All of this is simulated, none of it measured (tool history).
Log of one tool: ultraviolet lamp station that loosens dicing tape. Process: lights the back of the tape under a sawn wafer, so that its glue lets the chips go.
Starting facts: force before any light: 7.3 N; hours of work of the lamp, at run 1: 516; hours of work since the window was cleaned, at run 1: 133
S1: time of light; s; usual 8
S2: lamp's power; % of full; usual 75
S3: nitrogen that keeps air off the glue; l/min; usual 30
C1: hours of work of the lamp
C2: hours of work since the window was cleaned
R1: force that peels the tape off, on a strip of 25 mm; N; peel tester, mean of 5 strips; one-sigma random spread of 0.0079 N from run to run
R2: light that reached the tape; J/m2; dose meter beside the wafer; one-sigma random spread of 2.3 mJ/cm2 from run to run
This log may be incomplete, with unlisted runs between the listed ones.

| run | hour | S1 | S2 | S3 | C1 | C2 | R1 | R2 |
|---|---|---|---|---|---|---|---|---|
| 1 | 0.0 | 8 | 75 | 30 | 516 | 133 | 0.457 | 1980 |
| 2 | 28.0 | 8 | 88 | 30 | 532 | 149 | 0.334 | 2250 |
| 3 | 42.6 | 6 | 75 | 30 | 541 | 157 | 0.834 | 1430 |
| 4 | 67.1 | 6 | 75 | 30 | 555 | 171 | 0.870 | 1440 |
| 5 | 94.5 | 5 | 75 | 30 | 570 | 187 | 1.203 | 1150 |
| 6 | 113.1 | 8 | 75 | 30 | 581 | 197 | 0.507 | 1840 |
|  | 127.3 | window cleaned of glue's vapour |
| 7 | 140.1 | 8 | 75 | 30 | 596 | 7 | 0.427 | 1980 |
| 8 | 162.6 | 8 | 75 | 30 | 609 | 20 | 0.448 | 1970 |
| 9 | 186.1 | 8 | 75 | 30 | 622 | 34 | 0.447 | 1930 |
| 10 | 200.1 | 8 | 75 | 30 | 630 | 42 | 0.468 | 2010 |
| 11 | 225.5 | 8 | 75 | 13 | 645 | 56 | 0.661 | 1920 |
| 12 | 252.3 | 8 | 75 | 13 | 660 | 71 | 0.722 | 1920 |
| 13 | 283.9 | 8 | 75 | 13 | 678 | 89 | 0.697 | 1890 |
| 14 | 297.5 | 8 | 75 | 13 | 686 | 97 | 0.719 | 1860 |
| 15 | 311.2 | 8 | 75 | 13 | 693 | 105 | 0.719 | 1840 |
| 16 | 342.3 | 8 | 75 | 13 | 711 | 123 | 0.707 | 1820 |
| 17 | 369.7 | 8 | 75 | 13 | 727 | 138 | 0.765 | 1800 |
| 18 | 383.4 | 8 | 75 | 13 | 735 | 146 | 0.756 | 1810 |
| 19 | 397.1 | 8 | 75 | 30 | 742 | 154 | 0.577 | 1770 |
| 20 | 412.2 | 8 | 75 | 30 | 751 | 162 | 0.544 | 1800 |
| 21 | 426.4 | 8 | 75 | 30 | 759 | 171 | 0.584 | 1730 |
| 22 | 456.5 | 10 | 75 | 40 | 776 | 188 | 0.345 | 2150 |
| 23 | 482.4 | 10 | 75 | 40 | 791 | 202 | 0.357 | 2140 |
|  | 487.3 | window cleaned of glue's vapour |
| 24 | 509.8 | 10 | 75 | 40 | 806 | 13 | 0.304 | 2320 |
| 25 | 523.6 | 7 | 95 | 32 | 814 | 21 | 0.424 | 1990 |
| 26 | 549.5 | 8 | 72 | 11 | 829 | 35 | 0.857 | 1770 |
| 27 | 579.1 | 8 | 72 | 11 | 846 | 52 | 0.871 | 1710 |
| 28 | 600.3 | 6 | 82 | 13 | 858 | 64 | 1.093 | 1450 |
| 29 | 632.3 | 4 | 82 | 13 | 876 | 83 | 2.075 | 960 |
| 30 | 658.8 | 4 | 82 | 13 | 891 | 98 | 2.066 | 970 |
| 31 | 683.5 | 5 | 83 | 13 | 905 | 112 | 1.452 | 1190 |
| 32 | 702.5 | 4 | 62 | 21 | 916 | 123 | 2.467 | 720 |
| 33 | 731.0 | 4 | 62 | 21 | 933 | 139 | 2.627 | 710 |
| 34 | 760.2 | 5 | 83 | 28 | 949 | 156 | 1.315 | 1140 |
| 35 | 780.1 | 8 | 93 | 30 | 960 | 167 | 0.423 | 2070 |
| 36 | 810.7 | 7 | 64 | 21 | 978 | 184 | 1.280 | 1230 |
| 37 | 832.7 | 13 | 63 | 13 | 990 | 197 | 0.521 | 2230 |
|  | 847.7 | window cleaned of glue's vapour |
| 38 | 855.6 | 13 | 63 | 13 | 1003 | 4 | 0.433 | 2360 |
| 39 | 872.5 | 6 | 73 | 19 | 1013 | 14 | 1.253 | 1280 |
| 40 | 897.0 | 6 | 73 | 19 | 1027 | 28 | 1.240 | 1260 |
| 41 | 918.2 | 6 | 73 | 19 | 1039 | 40 | 1.301 | 1230 |

Each row is a separate what-if for the run after 41, all from the same tool condition, not one after another. Results?
| A | 944.7 | 5 | 75 | 30 | 1054 | 55 | ? | ? |
| B | 944.7 | 6 | 66 | 26 | 1054 | 55 | ? | ? |
| C | 944.7 | 13 | 90 | 19 | 1054 | 55 | ? | ? |

| run | R1 | R2 |
|---|---|---|
| A | 1.462 | 1020 |
| B | 1.363 | 1120 |
| C | 0.214 | 3220 |
Without the tool's hidden state the same runs would have given:
| run | R1 | R2 |
|---|---|---|
| A | 0.785 | 1480 |
| B | 0.719 | 1600 |
| C | 0.166 | 4640 |
